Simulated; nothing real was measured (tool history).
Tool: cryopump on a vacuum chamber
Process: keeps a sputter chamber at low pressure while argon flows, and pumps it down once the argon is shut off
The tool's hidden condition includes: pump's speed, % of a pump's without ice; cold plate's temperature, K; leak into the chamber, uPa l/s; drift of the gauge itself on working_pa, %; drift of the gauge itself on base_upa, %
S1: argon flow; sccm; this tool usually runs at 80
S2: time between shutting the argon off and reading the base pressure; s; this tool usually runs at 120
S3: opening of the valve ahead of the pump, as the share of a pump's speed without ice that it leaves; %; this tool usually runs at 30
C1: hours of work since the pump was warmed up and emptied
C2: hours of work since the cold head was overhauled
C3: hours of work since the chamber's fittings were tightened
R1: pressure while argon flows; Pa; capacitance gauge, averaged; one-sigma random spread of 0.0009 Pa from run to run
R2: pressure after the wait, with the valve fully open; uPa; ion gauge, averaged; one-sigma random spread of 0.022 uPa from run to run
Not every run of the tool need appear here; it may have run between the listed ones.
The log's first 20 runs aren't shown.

run 21 day=26.267 | S1=77 S2=91 S3=30 | C1=546 C2=1885 C3=1266 | R1=0.2 R2=1.35
run 22 day=28.233 | S1=77 S2=23 S3=31 | C1=587 C2=1926 C3=1307 | R1=0.1966 R2=3.04
run 23 day=29.479 | S1=80 S2=120 S3=54 | C1=613 C2=1952 C3=1332 | R1=0.1295 R2=1.26
run 24 day=31.354 | S1=146 S2=46 S3=30 | C1=652 C2=1991 C3=1371 | R1=0.3919 R2=2.06
-- day=31.825 pump warmed up, emptied and cooled again
run 25 day=32.971 | S1=92 S2=46 S3=24 | C1=24 C2=2020 C3=1401 | R1=0.2718 R2=1.77
run 26 day=34.646 | S1=50 S2=22 S3=19 | C1=59 C2=2055 C3=1435 | R1=0.1866 R2=2.97
run 27 day=35.804 | S1=50 S2=22 S3=19 | C1=83 C2=2079 C3=1460 | R1=0.1878 R2=3.01
run 28 day=37.346 | S1=105 S2=88 S3=19 | C1=115 C2=2111 C3=1492 | R1=0.3948 R2=1.27
run 29 day=39 | S1=105 S2=88 S3=19 | C1=149 C2=2146 C3=1526 | R1=0.3983 R2=1.27
run 30 day=40.579 | S1=80 S2=120 S3=30 | C1=182 C2=2178 C3=1559 | R1=0.1943 R2=1.22
run 31 day=42.417 | S1=80 S2=26 S3=30 | C1=220 C2=2216 C3=1597 | R1=0.1971 R2=2.8
run 32 day=43.396 | S1=80 S2=26 S3=30 | C1=240 C2=2237 C3=1617 | R1=0.1954 R2=2.8
run 33 day=44.712 | S1=80 S2=26 S3=30 | C1=268 C2=2264 C3=1645 | R1=0.198 R2=2.79

Branching from run 33: 3 alternative next runs. What would each branch give?
run A day=45.904 | S1=68 S2=21 S3=30 | C1=293 C2=2289 C3=1669 | R1=? R2=?
run B day=45.904 | S1=58 S2=26 S3=30 | C1=293 C2=2289 C3=1669 | R1=? R2=?
run C day=45.904 | S1=80 S2=120 S3=20 | C1=293 C2=2289 C3=1669 | R1=? R2=?

run=A R1=0.168 R2=3.37
run=B R1=0.1442 R2=2.8
run=C R1=0.2902 R2=1.25
With no hidden state in the tool, these same runs would have given:
run=A R1=0.1591 R2=2.64
run=B R1=0.1366 R2=2.09
run=C R1=0.2797 R2=0.55
